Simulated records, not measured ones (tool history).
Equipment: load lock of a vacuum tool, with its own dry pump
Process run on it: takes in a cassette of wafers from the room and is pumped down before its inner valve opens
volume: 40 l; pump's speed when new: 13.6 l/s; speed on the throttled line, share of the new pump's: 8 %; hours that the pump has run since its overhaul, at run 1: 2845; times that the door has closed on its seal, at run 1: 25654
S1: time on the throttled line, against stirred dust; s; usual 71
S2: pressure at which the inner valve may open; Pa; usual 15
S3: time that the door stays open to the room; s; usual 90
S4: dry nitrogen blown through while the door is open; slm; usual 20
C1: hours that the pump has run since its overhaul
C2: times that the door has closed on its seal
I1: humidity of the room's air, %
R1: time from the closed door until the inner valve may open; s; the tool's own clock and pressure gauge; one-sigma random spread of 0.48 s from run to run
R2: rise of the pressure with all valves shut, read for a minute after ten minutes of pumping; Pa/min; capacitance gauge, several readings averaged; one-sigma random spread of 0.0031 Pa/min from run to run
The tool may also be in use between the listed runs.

run     day   S1  S2   S3  S4    C1     C2    I1     R1     R2
  1   0.000   71  15   90  20  2845  25654  43.1   90.6  0.173
  2   2.025   71  15   90  20  2894  25888  40.9   92.0  0.175
  3   3.583   71  25   90  20  2931  26068  43.8   90.2  0.173
  4   6.083   71  25   90  20  2991  26357  42.9   89.8  0.178
  5   9.854   71  15   90  20  3082  26792  41.3   91.1  0.180
  6  12.388   71  15   55  20  3143  27085  45.1   91.6  0.169
  7  14.204   71  15   55  20  3186  27295  42.2   91.2  0.156
  8  16.629   71  15   55  20  3244  27574  44.1   91.8  0.170
  9  18.367   71  15   55  20  3286  27775  43.5   92.6  0.172
 10  20.029   71  15   55  20  3326  27967  45.1   92.3  0.171
 11  21.958   71  15   55  20  3372  28190  44.0   92.3  0.170
 12  23.550   71  15   41  20  3411  28374  43.9   92.0  0.162
 13  27.033   71  15   41  20  3494  28776  44.2   91.8  0.164
 14  30.392   71  15   75  20  3575  29164  47.2   91.1  0.192
 15  33.904   71  15   75  20  3659  29570  42.4   92.4  0.184
 16  36.383   71  15   90   6  3719  29856  42.7   91.8  0.225
 17  39.908   71  15   90   6  3803  30263  49.3   91.6  0.246
 18  41.567  106  15   90   6  3843  30455  44.7  123.6  0.238
 19  45.233  106  15   90   6  3931  30879  45.9  124.0  0.242
 20  47.662   83  15   36  17  3989  31159  43.0  103.0  0.191
 21  50.058  107  15   90  20  4047  31436  46.0  124.6  0.220
 22  53.767   48  11   28   5  4136  31864  48.9   72.2  0.196
 23  55.704   71  15  159  31  4182  32088  45.3   91.5  0.237
 24  58.879   71  15  159  31  4259  32455  45.6   90.9  0.240
 25  61.621   49  15  159   4  4324  32771  49.2   71.4  0.330
 26  64.000   38  16   90  20  4381  33046  46.1   61.9  0.227
 27  67.821   38  16   90  20  4473  33487  44.6   61.9  0.234
 28  70.288   38  16   90  20  4532  33772  48.2   61.6  0.237
 29  72.342   71  15   90  40  4582  34009  44.7   92.2  0.220
 30  74.867   71  21   90  31  4642  34301  43.0   90.3  0.219
 31  76.788   71  11   90  31  4688  34523  45.0   92.2  0.222
 32  80.188   86  15   73  15  4770  34916  45.1  105.4  0.240
 33  84.058   39  28   90  25  4863  35363  42.8   61.3  0.240
 34  86.425   94  15   90  10  4920  35636  44.9  113.1  0.269
 35  89.979   93  14   90  15  5005  36047  40.2  110.8  0.253
 36  93.392   83  16   51   5  5087  36441  44.2  103.1  0.242
 37  95.212   83  16   77  40  5131  36651  44.7  103.0  0.232

A few steps of R1 between consecutive runs. Split each: what settings, incoming material and random variation would produce without the hidden state, and what is left over for the hidden state, along with gauge scatter present in only one of the two compared results (measured, and without hidden state):
The tool's hidden condition here consists of: pump's speed, % of a new pump's; leak at the door's seal, Pa l/s; drift of the gauge itself on ready_s, %; drift of the gauge itself on rise_pa_min, %.
Run 5 -> 6: S3 90 -> 55. R1 +0.5 s: hidden state +0.1, all else +0.4.
Run 20 -> 21: S1 83 -> 107, S3 36 -> 90, S4 17 -> 20. R1 +21.6 s: hidden state -0.2, all else +21.8.
Run 21 -> 22: S1 107 -> 48, S2 15 -> 11, S3 90 -> 28, S4 20 -> 5. R1 -52.4 s: hidden state +0.2, all else -52.6.
Run 32 -> 33: S1 86 -> 39, S2 15 -> 28, S3 73 -> 90, S4 15 -> 25. R1 -44.1 s: hidden state +0.1, all else -44.2.
Run 33 -> 34: S1 39 -> 94, S2 28 -> 15, S4 25 -> 10. R1 +51.8 s: hidden state -0.1, all else +51.9.

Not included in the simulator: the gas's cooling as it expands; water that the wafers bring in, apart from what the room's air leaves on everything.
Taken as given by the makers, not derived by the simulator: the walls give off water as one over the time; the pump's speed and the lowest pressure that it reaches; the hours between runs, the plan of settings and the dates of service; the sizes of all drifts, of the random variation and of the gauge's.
